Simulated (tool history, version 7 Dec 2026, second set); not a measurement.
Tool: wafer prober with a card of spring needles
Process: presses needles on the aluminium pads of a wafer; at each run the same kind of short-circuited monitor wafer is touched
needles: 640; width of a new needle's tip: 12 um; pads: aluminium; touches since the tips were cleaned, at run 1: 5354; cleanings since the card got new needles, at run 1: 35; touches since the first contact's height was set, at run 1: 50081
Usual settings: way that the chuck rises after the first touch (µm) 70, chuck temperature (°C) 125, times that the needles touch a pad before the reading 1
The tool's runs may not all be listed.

| run | hour | way that the chuck rises after the first touch (µm) | chuck temperature (°C) | times that the needles touch a pad before the reading | touches since the tips were cleaned | cleanings since the card got new needles | touches since the first contact's height was set | resistance of one needle with its contact and lead (mohm) | way that a needle slides on the pad (µm) |
|---|---|---|---|---|---|---|---|---|---|
| 1 | 0 | 70 | 125 | 1 | 5354 | 35 | 50081 | 138 | 9.99 |
|  | 3.5 | tips cleaned on abrasive film |
|  | 16.1 | tips cleaned on abrasive film |
| 2 | 16.1 | 70 | 125 | 1 | 0 | 37 | 59092 | 120 | 10 |
|  | 28.2 | tips cleaned on abrasive film |
| 3 | 33.5 | 70 | 125 | 1 | 3035 | 38 | 68953 | 133 | 10.02 |
|  | 40.3 | tips cleaned on abrasive film |
|  | 52.8 | tips cleaned on abrasive film |
| 4 | 57 | 70 | 125 | 1 | 2387 | 40 | 82141 | 126 | 9.98 |
|  | 65.3 | tips cleaned on abrasive film |
| 5 | 70.5 | 70 | 125 | 1 | 2974 | 41 | 89759 | 130 | 9.97 |
|  | 77.7 | tips cleaned on abrasive film |
| 6 | 86.6 | 70 | 125 | 1 | 5043 | 42 | 98862 | 136 | 9.97 |
|  | 89.9 | tips cleaned on abrasive film |
|  | 102.7 | tips cleaned on abrasive film |
| 7 | 105.3 | 70 | 125 | 2 | 1455 | 44 | 109345 | 121 | 9.95 |
|  | 115.9 | tips cleaned on abrasive film |
|  | 116.2 | height of the first contact set anew |
| 8 | 116.2 | 70 | 125 | 1 | 0 | 45 | 0 | 122 | 9.9 |
|  | 129.2 | tips cleaned on abrasive film |
| 9 | 134.5 | 70 | 85 | 1 | 3033 | 46 | 10351 | 128 | 9.88 |
|  | 141.1 | tips cleaned on abrasive film |
| 10 | 146.3 | 70 | 85 | 1 | 2984 | 47 | 16993 | 127 | 9.92 |
|  | 153 | tips cleaned on abrasive film |
|  | 165.8 | tips cleaned on abrasive film |
| 11 | 166.8 | 52 | 105 | 1 | 595 | 49 | 28499 | 123 | 7.29 |
| 12 | 176.4 | 64 | 105 | 1 | 6053 | 49 | 33957 | 136 | 9.02 |
|  | 178.1 | tips cleaned on abrasive film |
|  | 190.8 | tips cleaned on abrasive film |
| 13 | 199.6 | 66 | 39 | 1 | 4959 | 51 | 46983 | 125 | 9.29 |
|  | 203.1 | tips cleaned on abrasive film |
| 14 | 210 | 58 | 64 | 1 | 3947 | 52 | 52871 | 130 | 8.14 |
|  | 215 | tips cleaned on abrasive film |
| 15 | 222.8 | 58 | 64 | 1 | 4396 | 53 | 60029 | 129 | 8.12 |

Hidden state at the last listed run before each entry between runs and at the first one after, where it differs:
Between runs 1 and 2: tips cleaned on abrasive film (hour 3.5); tips cleaned on abrasive film (hour 16.1)
  debris on the tips, nm: 61 -> 2.8; way that the needles fall short of the set height, um: 0.31 -> 0.43; tips' diameter, um: 12.64 -> 12.68
  measured less the result without the state, resistance of one needle with its contact and lead (mohm): +19 -> +0; way that a needle slides on the pad (µm): -0.05 -> -0.06
Between runs 2 and 3: tips cleaned on abrasive film (hour 28.2)
  debris on the tips, nm: 2.8 -> 40.3; way that the needles fall short of the set height, um: 0.43 -> 0.49; tips' diameter, um: 12.68 -> 12.7
  measured less the result without the state, resistance of one needle with its contact and lead (mohm): +0 -> +12; way that a needle slides on the pad (µm): -0.06 -> -0.07
Between runs 3 and 4: tips cleaned on abrasive film (hour 40.3); tips cleaned on abrasive film (hour 52.8)
  debris on the tips, nm: 40.3 -> 34.5; way that the needles fall short of the set height, um: 0.49 -> 0.59; tips' diameter, um: 12.7 -> 12.74
  measured less the result without the state, resistance of one needle with its contact and lead (mohm): +12 -> +10; way that a needle slides on the pad (µm): -0.07 -> -0.09
Between runs 4 and 5: tips cleaned on abrasive film (hour 65.3)
  debris on the tips, nm: 34.5 -> 42.9; way that the needles fall short of the set height, um: 0.59 -> 0.65; tips' diameter, um: 12.74 -> 12.76
  measured less the result without the state, resistance of one needle with its contact and lead (mohm): +10 -> +12; way that a needle slides on the pad (µm): -0.09 -> -0.1
Between runs 5 and 6: tips cleaned on abrasive film (hour 77.7)
  debris on the tips, nm: 42.9 -> 56.9; way that the needles fall short of the set height, um: 0.65 -> 0.72; tips' diameter, um: 12.76 -> 12.78
  measured less the result without the state, resistance of one needle with its contact and lead (mohm): +12 -> +17; way that a needle slides on the pad (µm): -0.1 -> -0.1
Between runs 6 and 7: tips cleaned on abrasive film (hour 89.9); tips cleaned on abrasive film (hour 102.7)
  debris on the tips, nm: 56.9 -> 30.2; way that the needles fall short of the set height, um: 0.72 -> 0.82; tips' diameter, um: 12.78 -> 12.82
  measured less the result without the state, resistance of one needle with its contact and lead (mohm): +17 -> +5; way that a needle slides on the pad (µm): -0.1 -> -0.12
Between runs 7 and 8: tips cleaned on abrasive film (hour 115.9); height of the first contact set anew (hour 116.2)
  debris on the tips, nm: 30.2 -> 5; way that the needles fall short of the set height, um: 0.82 -> 1.1; tips' diameter, um: 12.82 -> 12.83
  measured less the result without the state, resistance of one needle with its contact and lead (mohm): +5 -> +1; way that a needle slides on the pad (µm): -0.12 -> -0.16
Between runs 8 and 9: tips cleaned on abrasive film (hour 129.2)
  debris on the tips, nm: 5 -> 43.3; way that the needles fall short of the set height, um: 1.1 -> 1.16; tips' diameter, um: 12.83 -> 12.85
  measured less the result without the state, resistance of one needle with its contact and lead (mohm): +1 -> +13; way that a needle slides on the pad (µm): -0.16 -> -0.17
Between runs 9 and 10: tips cleaned on abrasive film (hour 141.1)
  debris on the tips, nm: 43.3 -> 43.2; way that the needles fall short of the set height, um: 1.16 -> 1.21; tips' diameter, um: 12.85 -> 12.87
  measured less the result without the state, resistance of one needle with its contact and lead (mohm): +13 -> +13; way that a needle slides on the pad (µm): -0.17 -> -0.17
Between runs 10 and 11: tips cleaned on abrasive film (hour 153); tips cleaned on abrasive film (hour 165.8)
  debris on the tips, nm: 43.2 -> 13.5; way that the needles fall short of the set height, um: 1.21 -> 1.34; tips' diameter, um: 12.87 -> 12.92
  measured less the result without the state, resistance of one needle with its contact and lead (mohm): +13 -> +7; way that a needle slides on the pad (µm): -0.17 -> -0.2
Between runs 12 and 13: tips cleaned on abrasive film (hour 178.1); tips cleaned on abrasive film (hour 190.8)
  debris on the tips, nm: 62.4 -> 57; way that the needles fall short of the set height, um: 1.34 -> 1.47; tips' diameter, um: 12.92 -> 12.96
  measured less the result without the state, resistance of one needle with its contact and lead (mohm): +19 -> +19; way that a needle slides on the pad (µm): -0.19 -> -0.21
Between runs 13 and 14: tips cleaned on abrasive film (hour 203.1)
  debris on the tips, nm: 57 -> 46.8; way that the needles fall short of the set height, um: 1.47 -> 1.52; tips' diameter, um: 12.96 -> 12.98
  measured less the result without the state, resistance of one needle with its contact and lead (mohm): +19 -> +19; way that a needle slides on the pad (µm): -0.21 -> -0.22
Between runs 14 and 15: tips cleaned on abrasive film (hour 215)
  debris on the tips, nm: 46.8 -> 48.2; way that the needles fall short of the set height, um: 1.52 -> 1.57; tips' diameter, um: 12.98 -> 13
  measured less the result without the state, resistance of one needle with its contact and lead (mohm): +19 -> +19; way that a needle slides on the pad (µm): -0.22 -> -0.23
